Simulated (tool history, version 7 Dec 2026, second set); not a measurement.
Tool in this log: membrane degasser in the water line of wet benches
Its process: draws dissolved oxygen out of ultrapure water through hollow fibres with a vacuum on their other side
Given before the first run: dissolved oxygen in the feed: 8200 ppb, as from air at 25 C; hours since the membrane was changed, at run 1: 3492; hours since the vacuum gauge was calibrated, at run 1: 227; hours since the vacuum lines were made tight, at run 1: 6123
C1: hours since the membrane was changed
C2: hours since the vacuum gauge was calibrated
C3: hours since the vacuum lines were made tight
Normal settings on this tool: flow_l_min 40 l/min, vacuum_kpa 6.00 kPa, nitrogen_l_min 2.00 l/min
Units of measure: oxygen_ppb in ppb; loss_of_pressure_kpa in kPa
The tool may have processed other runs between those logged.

Run 1, hour 0.0: usual settings; C1 3492; C2 227; C3 6123. Result: oxygen_ppb 165.0 ppb, loss_of_pressure_kpa 54.13 kPa.
Run 2, hour 163.9: usual settings but nitrogen_l_min 4.67 l/min; C1 3656; C2 391; C3 6287. Result: oxygen_ppb 100.0 ppb, loss_of_pressure_kpa 53.79 kPa.
Run 3, hour 330.9: usual settings but nitrogen_l_min 4.67 l/min; C1 3823; C2 558; C3 6454. Result: oxygen_ppb 98.3 ppb, loss_of_pressure_kpa 53.76 kPa.
Run 4, hour 530.5: usual settings but flow_l_min 60 l/min; C1 4022; C2 758; C3 6654. Result: oxygen_ppb 324.8 ppb, loss_of_pressure_kpa 81.02 kPa.
Run 5, hour 678.8: usual settings but flow_l_min 25 l/min; C1 4171; C2 906; C3 6802. Result: oxygen_ppb 86.3 ppb, loss_of_pressure_kpa 33.66 kPa.
Run 6, hour 887.4: usual settings; C1 4379; C2 1114; C3 7011. Result: oxygen_ppb 164.9 ppb, loss_of_pressure_kpa 54.32 kPa.
Run 7, hour 1197.8: usual settings; C1 4690; C2 1425; C3 7321. Result: oxygen_ppb 162.3 ppb, loss_of_pressure_kpa 53.79 kPa.
Run 8, hour 1359.5: usual settings; C1 4851; C2 1587; C3 7483. Result: oxygen_ppb 166.4 ppb, loss_of_pressure_kpa 54.11 kPa.
Run 9, hour 1485.7: usual settings; C1 4977; C2 1713; C3 7609. Result: oxygen_ppb 166.9 ppb, loss_of_pressure_kpa 54.19 kPa.
Run 10, hour 1666.5: usual settings; C1 5158; C2 1894; C3 7790. Result: oxygen_ppb 170.1 ppb, loss_of_pressure_kpa 53.81 kPa.
Run 11, hour 1906.2: usual settings but vacuum_kpa 12.95 kPa; C1 5398; C2 2133; C3 8029. Result: oxygen_ppb 455.5 ppb, loss_of_pressure_kpa 54.24 kPa.
At hour 2010.8: seals of the vacuum lines changed.
Run 12, hour 2179.2: usual settings but vacuum_kpa 5.00 kPa; C1 5669; C2 2404; C3 168. Result: oxygen_ppb 126.4 ppb, loss_of_pressure_kpa 54.09 kPa.
Run 13, hour 2400.7: usual settings but vacuum_kpa 5.00 kPa; C1 5890; C2 2626; C3 390. Result: oxygen_ppb 124.2 ppb, loss_of_pressure_kpa 54.18 kPa.
At hour 2414.3: vacuum gauge calibrated.
Run 14, hour 2688.3: usual settings but vacuum_kpa 5.00 kPa; C1 6178; C2 274; C3 677. Result: oxygen_ppb 127.2 ppb, loss_of_pressure_kpa 54.81 kPa.
Run 15, hour 2945.0: usual settings but flow_l_min 25 l/min, vacuum_kpa 5.00 kPa; C1 6434; C2 531; C3 934. Result: oxygen_ppb 59.9 ppb, loss_of_pressure_kpa 33.73 kPa.
At hour 2967.6: vacuum gauge calibrated, once more.
Run 16, hour 3235.9: usual settings but vacuum_kpa 5.46 kPa, nitrogen_l_min 2.57 l/min; C1 6725; C2 268; C3 1224. Result: oxygen_ppb 128.9 ppb, loss_of_pressure_kpa 54.39 kPa.
Run 17, hour 3496.5: usual settings but flow_l_min 25 l/min, vacuum_kpa 5.19 kPa, nitrogen_l_min 0.98 l/min; C1 6985; C2 529; C3 1485. Result: oxygen_ppb 121.3 ppb, loss_of_pressure_kpa 34.54 kPa.
Run 18, hour 3701.7: usual settings but flow_l_min 49 l/min, vacuum_kpa 9.81 kPa, nitrogen_l_min 0.98 l/min; C1 7190; C2 734; C3 1690. Result: oxygen_ppb 685.3 ppb, loss_of_pressure_kpa 67.01 kPa.
Run 19, hour 3993.6: usual settings but flow_l_min 41 l/min, vacuum_kpa 4.05 kPa; C1 7482; C2 1026; C3 1982. Result: oxygen_ppb 96.4 ppb, loss_of_pressure_kpa 55.97 kPa.
Run 20, hour 4219.8: usual settings but flow_l_min 30 l/min, vacuum_kpa 7.21 kPa, nitrogen_l_min 1.92 l/min; C1 7709; C2 1252; C3 2208. Result: oxygen_ppb 160.7 ppb, loss_of_pressure_kpa 41.27 kPa.
Run 21, hour 4495.0: usual settings but flow_l_min 30 l/min, vacuum_kpa 8.18 kPa; C1 7984; C2 1527; C3 2483. Result: oxygen_ppb 188.7 ppb, loss_of_pressure_kpa 41.37 kPa.
Run 22, hour 4677.5: usual settings but flow_l_min 30 l/min, vacuum_kpa 8.18 kPa; C1 8166; C2 1710; C3 2666. Result: oxygen_ppb 188.4 ppb, loss_of_pressure_kpa 41.27 kPa.
Run 23, hour 4853.2: usual settings but flow_l_min 55 l/min, vacuum_kpa 6.42 kPa, nitrogen_l_min 3.60 l/min; C1 8342; C2 1886; C3 2841. Result: oxygen_ppb 245.8 ppb, loss_of_pressure_kpa 75.70 kPa.
Run 24, hour 5150.1: usual settings but flow_l_min 42 l/min, vacuum_kpa 5.76 kPa, nitrogen_l_min 2.09 l/min; C1 8639; C2 2183; C3 3138. Result: oxygen_ppb 178.6 ppb, loss_of_pressure_kpa 57.74 kPa.
Run 25, hour 5307.3: usual settings but flow_l_min 48 l/min, vacuum_kpa 4.19 kPa; C1 8796; C2 2340; C3 3295. Result: oxygen_ppb 150.5 ppb, loss_of_pressure_kpa 65.80 kPa.
Run 26, hour 5612.4: usual settings but flow_l_min 48 l/min, vacuum_kpa 4.19 kPa; C1 9101; C2 2645; C3 3601. Result: oxygen_ppb 150.5 ppb, loss_of_pressure_kpa 66.12 kPa.
Run 27, hour 5785.0: usual settings but flow_l_min 48 l/min, vacuum_kpa 4.19 kPa; C1 9274; C2 2817; C3 3773. Result: oxygen_ppb 152.2 ppb, loss_of_pressure_kpa 66.39 kPa.
Run 28, hour 5977.8: usual settings but vacuum_kpa 8.53 kPa, nitrogen_l_min 1.39 l/min; C1 9467; C2 3010; C3 3966. Result: oxygen_ppb 373.8 ppb, loss_of_pressure_kpa 55.20 kPa.
At hour 6011.3: vacuum gauge calibrated.
Run 29, hour 6197.8: usual settings but flow_l_min 38 l/min, vacuum_kpa 11.92 kPa, nitrogen_l_min 1.18 l/min; C1 9686; C2 186; C3 4185. Result: oxygen_ppb 596.4 ppb, loss_of_pressure_kpa 52.76 kPa.
Run 30, hour 6363.4: usual settings but flow_l_min 34 l/min, vacuum_kpa 5.22 kPa, nitrogen_l_min 4.25 l/min; C1 9852; C2 352; C3 4351. Result: oxygen_ppb 65.4 ppb, loss_of_pressure_kpa 46.74 kPa.

Below are 4 alternative next runs, each starting from the tool's condition after run 30. Predict each:
Run A, hour 6605.5: usual settings but flow_l_min 42 l/min, vacuum_kpa 5.22 kPa, nitrogen_l_min 2.11 l/min; C1 10094; C2 594; C3 4593. Result: oxygen_ppb ?, loss_of_pressure_kpa ?.
Run B, hour 6605.5: usual settings but flow_l_min 34 l/min, vacuum_kpa 4.79 kPa, nitrogen_l_min 1.62 l/min; C1 10094; C2 594; C3 4593. Result: oxygen_ppb ?, loss_of_pressure_kpa ?.
Run C, hour 6605.5: usual settings but flow_l_min 32 l/min, vacuum_kpa 4.92 kPa, nitrogen_l_min 0.91 l/min; C1 10094; C2 594; C3 4593. Result: oxygen_ppb ?, loss_of_pressure_kpa ?.
Run D, hour 6605.5: usual settings but flow_l_min 33 l/min, vacuum_kpa 5.22 kPa, nitrogen_l_min 4.25 l/min; C1 10094; C2 594; C3 4593. Result: oxygen_ppb ?, loss_of_pressure_kpa ?.

run  oxygen_ppb  loss_of_pressure_kpa
  A       151.5                 58.38
  B       100.9                 47.19
  C       144.9                 44.38
  D        62.7                 46.34
Stripped of hidden state, with their random variation kept, the same runs would have yielded:
run  oxygen_ppb  loss_of_pressure_kpa
  A       137.4                 55.72
  B        93.0                 45.03
  C       137.8                 42.35
  D        55.9                 44.24

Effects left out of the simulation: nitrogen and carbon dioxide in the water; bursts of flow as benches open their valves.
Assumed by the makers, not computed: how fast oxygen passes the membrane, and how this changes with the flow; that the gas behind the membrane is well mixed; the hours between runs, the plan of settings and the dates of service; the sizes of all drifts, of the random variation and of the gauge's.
